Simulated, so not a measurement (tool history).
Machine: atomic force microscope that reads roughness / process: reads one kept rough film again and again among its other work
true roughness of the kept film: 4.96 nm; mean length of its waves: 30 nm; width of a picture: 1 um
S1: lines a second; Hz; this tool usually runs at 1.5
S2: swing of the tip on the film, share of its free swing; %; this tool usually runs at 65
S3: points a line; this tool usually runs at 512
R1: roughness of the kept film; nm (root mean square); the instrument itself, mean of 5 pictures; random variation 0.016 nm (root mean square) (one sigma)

{"run": 1, "hour": 0.0, "S1": 1.5, "S2": 65, "S3": 512, "R1": 3.671}
{"run": 2, "hour": 4.8, "S1": 1.5, "S2": 65, "S3": 512, "R1": 3.679}
{"run": 3, "hour": 11.6, "S1": 1.5, "S2": 65, "S3": 512, "R1": 3.664}
{"run": 4, "hour": 21.2, "S1": 0.73, "S2": 65, "S3": 512, "R1": 3.72}
{"run": 5, "hour": 28.1, "S1": 0.73, "S2": 65, "S3": 512, "R1": 3.704}
{"run": 6, "hour": 33.5, "S1": 0.73, "S2": 65, "S3": 512, "R1": 3.674}
{"run": 7, "hour": 42.8, "S1": 0.84, "S2": 65, "S3": 512, "R1": 3.579}
{"run": 8, "hour": 52.7, "S1": 0.84, "S2": 65, "S3": 512, "R1": 3.555}
{"run": 9, "hour": 59.0, "S1": 1.53, "S2": 65, "S3": 512, "R1": 3.407}
{"run": 10, "hour": 69.6, "S1": 1.53, "S2": 65, "S3": 512, "R1": 3.407}
{"run": 11, "hour": 75.0, "S1": 1.53, "S2": 65, "S3": 512, "R1": 3.358}
{"run": 12, "hour": 86.0, "S1": 1.5, "S2": 58, "S3": 512, "R1": 3.39}
{"run": 13, "hour": 94.9, "S1": 1.5, "S2": 58, "S3": 512, "R1": 3.378}
{"run": 14, "hour": 100.7, "S1": 1.5, "S2": 58, "S3": 512, "R1": 3.325}
{"hour": 102.5, "done": "height scale calibrated on a step standard"}
{"run": 15, "hour": 107.7, "S1": 4, "S2": 65, "S3": 512, "R1": 2.966}
{"run": 16, "hour": 113.8, "S1": 1.5, "S2": 65, "S3": 512, "R1": 3.213}
{"run": 17, "hour": 122.5, "S1": 1.5, "S2": 65, "S3": 512, "R1": 3.181}
{"run": 18, "hour": 130.1, "S1": 1.5, "S2": 65, "S3": 825, "R1": 3.156}
{"hour": 135.7, "done": "height scale calibrated on a step standard, once more"}
{"run": 19, "hour": 140.8, "S1": 1.5, "S2": 65, "S3": 547, "R1": 3.096}
{"hour": 150.4, "done": "new tip fitted"}
{"run": 20, "hour": 151.4, "S1": 1.5, "S2": 62, "S3": 512, "R1": 3.855}
{"run": 21, "hour": 155.9, "S1": 1.5, "S2": 62, "S3": 512, "R1": 3.848}
{"run": 22, "hour": 165.7, "S1": 1.5, "S2": 58, "S3": 512, "R1": 3.824}
{"run": 23, "hour": 173.0, "S1": 1.5, "S2": 58, "S3": 512, "R1": 3.808}
{"run": 24, "hour": 183.2, "S1": 1.5, "S2": 66, "S3": 512, "R1": 3.628}
{"run": 25, "hour": 190.3, "S1": 1.5, "S2": 78, "S3": 270, "R1": 3.35}
{"run": 26, "hour": 195.6, "S1": 1.5, "S2": 56, "S3": 985, "R1": 3.686}
{"run": 27, "hour": 201.7, "S1": 1.5, "S2": 56, "S3": 985, "R1": 3.68}
{"run": 28, "hour": 206.3, "S1": 1.5, "S2": 56, "S3": 985, "R1": 3.631}
{"run": 29, "hour": 211.3, "S1": 1, "S2": 71, "S3": 457, "R1": 3.528}
{"run": 30, "hour": 218.1, "S1": 1.5, "S2": 80, "S3": 512, "R1": 3.271}
{"run": 31, "hour": 227.9, "S1": 0.67, "S2": 64, "S3": 433, "R1": 3.567}
{"run": 32, "hour": 234.5, "S1": 1.5, "S2": 65, "S3": 574, "R1": 3.42}
{"run": 33, "hour": 245.1, "S1": 2.59, "S2": 61, "S3": 323, "R1": 3.297}
{"run": 34, "hour": 254.0, "S1": 2.59, "S2": 61, "S3": 323, "R1": 3.253}
{"run": 35, "hour": 259.8, "S1": 3.38, "S2": 61, "S3": 491, "R1": 3.186}
{"run": 36, "hour": 269.0, "S1": 3.04, "S2": 74, "S3": 824, "R1": 2.87}
{"run": 37, "hour": 279.3, "S1": 3.04, "S2": 74, "S3": 824, "R1": 2.843}
{"run": 38, "hour": 289.1, "S1": 1.14, "S2": 80, "S3": 824, "R1": 3.063}
{"run": 39, "hour": 298.3, "S1": 1.14, "S2": 80, "S3": 824, "R1": 3.031}
{"run": 40, "hour": 307.4, "S1": 1.5, "S2": 65, "S3": 291, "R1": 3.127}
{"run": 41, "hour": 316.4, "S1": 1.5, "S2": 77, "S3": 368, "R1": 2.922}
{"hour": 318.2, "done": "new tip fitted"}
{"run": 42, "hour": 325.2, "S1": 2.79, "S2": 86, "S3": 607, "R1": 2.945}
{"run": 43, "hour": 334.9, "S1": 2.79, "S2": 86, "S3": 607, "R1": 2.919}
{"run": 44, "hour": 339.9, "S1": 1.21, "S2": 60, "S3": 304, "R1": 3.735}
{"run": 45, "hour": 346.9, "S1": 1.21, "S2": 60, "S3": 304, "R1": 3.724}
{"run": 46, "hour": 354.1, "S1": 1.21, "S2": 61, "S3": 304, "R1": 3.659}
{"run": 47, "hour": 359.3, "S1": 0.85, "S2": 67, "S3": 647, "R1": 3.647}

Each row is a separate what-if for the run after 47, all from the same tool condition, not one after another. Results?
{"run": "A", "hour": 367.6, "S1": 3.86, "S2": 62, "S3": 743, "R1": "?"}
{"run": "B", "hour": 367.6, "S1": 2.36, "S2": 72, "S3": 450, "R1": "?"}
{"run": "C", "hour": 367.6, "S1": 1.5, "S2": 84, "S3": 288, "R1": "?"}
{"run": "D", "hour": 367.6, "S1": 1.49, "S2": 61, "S3": 342, "R1": "?"}
{"run": "E", "hour": 367.6, "S1": 0.85, "S2": 67, "S3": 553, "R1": "?"}

run=A R1=3.312
run=B R1=3.284
run=C R1=3.175
run=D R1=3.542
run=E R1=3.601
With the hidden condition removed and each run's random variation left untouched, the same runs would have given:
run=A R1=3.582
run=B R1=3.551
run=C R1=3.433
run=D R1=3.83
run=E R1=3.893

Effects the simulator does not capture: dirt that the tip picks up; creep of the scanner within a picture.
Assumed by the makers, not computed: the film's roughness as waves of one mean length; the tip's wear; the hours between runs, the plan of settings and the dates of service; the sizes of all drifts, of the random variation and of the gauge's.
